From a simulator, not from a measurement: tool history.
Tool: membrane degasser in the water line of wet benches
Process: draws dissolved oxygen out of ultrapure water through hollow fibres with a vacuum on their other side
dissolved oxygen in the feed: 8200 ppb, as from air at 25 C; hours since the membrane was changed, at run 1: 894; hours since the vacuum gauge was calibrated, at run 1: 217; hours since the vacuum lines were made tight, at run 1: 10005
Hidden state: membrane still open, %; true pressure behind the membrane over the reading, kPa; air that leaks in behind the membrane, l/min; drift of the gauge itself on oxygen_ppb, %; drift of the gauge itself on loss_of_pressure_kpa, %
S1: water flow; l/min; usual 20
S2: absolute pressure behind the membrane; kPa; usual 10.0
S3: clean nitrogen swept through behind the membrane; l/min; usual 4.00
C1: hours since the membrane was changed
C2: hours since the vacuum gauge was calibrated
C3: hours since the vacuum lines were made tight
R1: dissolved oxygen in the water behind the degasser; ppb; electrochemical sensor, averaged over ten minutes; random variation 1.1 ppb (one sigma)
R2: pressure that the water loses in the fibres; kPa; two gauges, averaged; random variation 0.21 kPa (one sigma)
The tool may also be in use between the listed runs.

run   hour  S1    S2    S3    C1    C2     C3     R1     R2
  1    0.0  20  10.0  4.00   894   217  10005  104.8  47.45
  2   52.0  25  10.0  4.00   946   269  10057  148.5  59.47
  3   95.4  25  10.0  4.00   989   312  10100  149.3  59.10
  4  133.5  25  10.0  4.00  1027   351  10138  147.7  59.65
  5  160.4  25  10.0  4.00  1054   377  10165  148.3  59.65
  6  207.8  25  10.0  4.00  1102   425  10213  151.2  59.49
  7  252.8  25  10.0  1.84  1147   470  10258  259.2  59.38
  8  281.9  25  10.0  1.84  1176   499  10287  256.4  59.08
  9  327.2  25  10.0  1.84  1221   544  10332  256.6  59.35
 10  364.7  25  10.0  1.84  1259   582  10370  254.1  59.39
 11  426.1  25  10.0  7.16  1320   643  10431  104.3  59.23
 12  471.9  20  10.0  4.00  1366   689  10477  105.0  47.48
 13  517.6  25  11.9  4.00  1411   735  10522  178.8  59.40
 14  553.3  14  15.7  4.58  1447   770  10558  103.0  33.16
 15  612.6  14  16.9  1.64  1506   830  10618  291.9  33.09
 16  663.9  20   8.2  4.00  1558   881  10669   83.7  47.79
 17  725.0  20   8.2  4.00  1619   942  10730   82.8  47.40
 18  752.0  20   8.2  4.00  1646   969  10757   83.0  47.45
 19  781.3  20   8.2  4.00  1675   998  10786   82.2  47.52
 20  841.6  20   8.2  4.00  1735  1059  10847   85.2  47.67
 21  896.6  20   8.2  4.00  1790  1114  10901   84.9  47.47

Run 22 comes next. What will it give?
 22  956.4  20  21.9  1.89  1850  1174  10961   ?   ?

Run 22 gave R1 471.1 ppb, R2 47.98 kPa.
Without the tool's hidden state the same run would have given R1 456.4 ppb, R2 47.50 kPa.

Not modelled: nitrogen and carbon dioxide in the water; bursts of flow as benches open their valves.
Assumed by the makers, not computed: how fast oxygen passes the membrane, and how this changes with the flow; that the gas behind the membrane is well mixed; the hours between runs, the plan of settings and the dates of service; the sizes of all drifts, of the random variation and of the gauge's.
